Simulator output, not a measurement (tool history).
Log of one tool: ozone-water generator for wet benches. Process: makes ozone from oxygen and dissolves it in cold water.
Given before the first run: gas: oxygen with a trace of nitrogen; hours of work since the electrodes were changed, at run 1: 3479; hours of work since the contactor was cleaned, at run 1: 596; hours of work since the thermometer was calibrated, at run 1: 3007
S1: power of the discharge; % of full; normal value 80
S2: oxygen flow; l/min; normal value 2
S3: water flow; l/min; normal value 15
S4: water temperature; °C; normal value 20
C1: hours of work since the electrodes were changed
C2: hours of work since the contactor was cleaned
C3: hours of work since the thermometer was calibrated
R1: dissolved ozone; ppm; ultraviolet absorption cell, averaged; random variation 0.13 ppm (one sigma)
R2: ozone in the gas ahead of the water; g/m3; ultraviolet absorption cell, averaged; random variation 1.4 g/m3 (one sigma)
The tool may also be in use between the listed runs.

{"run": 1, "hour": 0.0, "S1": 80, "S2": 2, "S3": 15, "S4": 20, "C1": 3479, "C2": 596, "C3": 3007, "R1": 13.4, "R2": 260.3}
{"run": 2, "hour": 92.0, "S1": 80, "S2": 2, "S3": 13, "S4": 20, "C1": 3567, "C2": 684, "C3": 3095, "R1": 15.2, "R2": 259.6}
{"run": 3, "hour": 201.6, "S1": 80, "S2": 2, "S3": 13, "S4": 20, "C1": 3671, "C2": 788, "C3": 3200, "R1": 15.4, "R2": 256.1}
{"run": 4, "hour": 336.6, "S1": 80, "S2": 2, "S3": 13, "S4": 20, "C1": 3800, "C2": 917, "C3": 3329, "R1": 15.2, "R2": 256.7}
{"run": 5, "hour": 439.7, "S1": 80, "S2": 2, "S3": 15, "S4": 20, "C1": 3899, "C2": 1016, "C3": 3427, "R1": 13.1, "R2": 257.5}
{"run": 6, "hour": 593.9, "S1": 80, "S2": 2, "S3": 15, "S4": 20, "C1": 4046, "C2": 1163, "C3": 3574, "R1": 13.3, "R2": 257.1}
{"run": 7, "hour": 761.2, "S1": 80, "S2": 2, "S3": 15, "S4": 20, "C1": 4205, "C2": 1322, "C3": 3734, "R1": 13.2, "R2": 255.2}
{"run": 8, "hour": 873.7, "S1": 80, "S2": 2, "S3": 15, "S4": 20, "C1": 4313, "C2": 1430, "C3": 3841, "R1": 13.4, "R2": 257.3}
{"run": 9, "hour": 978.2, "S1": 80, "S2": 2, "S3": 11, "S4": 20, "C1": 4413, "C2": 1530, "C3": 3941, "R1": 18.1, "R2": 255.4}
{"run": 10, "hour": 1084.4, "S1": 80, "S2": 2, "S3": 11, "S4": 20, "C1": 4514, "C2": 1631, "C3": 4042, "R1": 18, "R2": 257.3}
{"hour": 1110.8, "done": "water thermometer calibrated"}
{"run": 11, "hour": 1248.8, "S1": 80, "S2": 2, "S3": 15, "S4": 20, "C1": 4670, "C2": 1787, "C3": 132, "R1": 13.4, "R2": 256.3}
{"run": 12, "hour": 1411.3, "S1": 80, "S2": 2, "S3": 15, "S4": 20, "C1": 4825, "C2": 1942, "C3": 287, "R1": 13.2, "R2": 257.8}
{"run": 13, "hour": 1512.4, "S1": 80, "S2": 2, "S3": 15, "S4": 20, "C1": 4922, "C2": 2039, "C3": 383, "R1": 13.1, "R2": 257.2}
{"run": 14, "hour": 1681.4, "S1": 71, "S2": 2, "S3": 15, "S4": 20, "C1": 5083, "C2": 2200, "C3": 545, "R1": 12.3, "R2": 240.9}
{"run": 15, "hour": 1813.0, "S1": 80, "S2": 2, "S3": 15, "S4": 20, "C1": 5209, "C2": 2326, "C3": 670, "R1": 13.3, "R2": 254.2}
{"run": 16, "hour": 1900.4, "S1": 80, "S2": 2, "S3": 15, "S4": 20, "C1": 5292, "C2": 2409, "C3": 754, "R1": 13.2, "R2": 256.1}

Run 17 comes next. What will it give?
{"run": 17, "hour": 2037.4, "S1": 74, "S2": 2, "S3": 21, "S4": 20, "C1": 5423, "C2": 2540, "C3": 884, "R1": "?", "R2": "?"}

Run 17 yielded R1 8.8 ppm, R2 246.5 g/m3.
With no hidden state in the tool, this same run would have given R1 8.8 ppm, R2 251.1 g/m3.

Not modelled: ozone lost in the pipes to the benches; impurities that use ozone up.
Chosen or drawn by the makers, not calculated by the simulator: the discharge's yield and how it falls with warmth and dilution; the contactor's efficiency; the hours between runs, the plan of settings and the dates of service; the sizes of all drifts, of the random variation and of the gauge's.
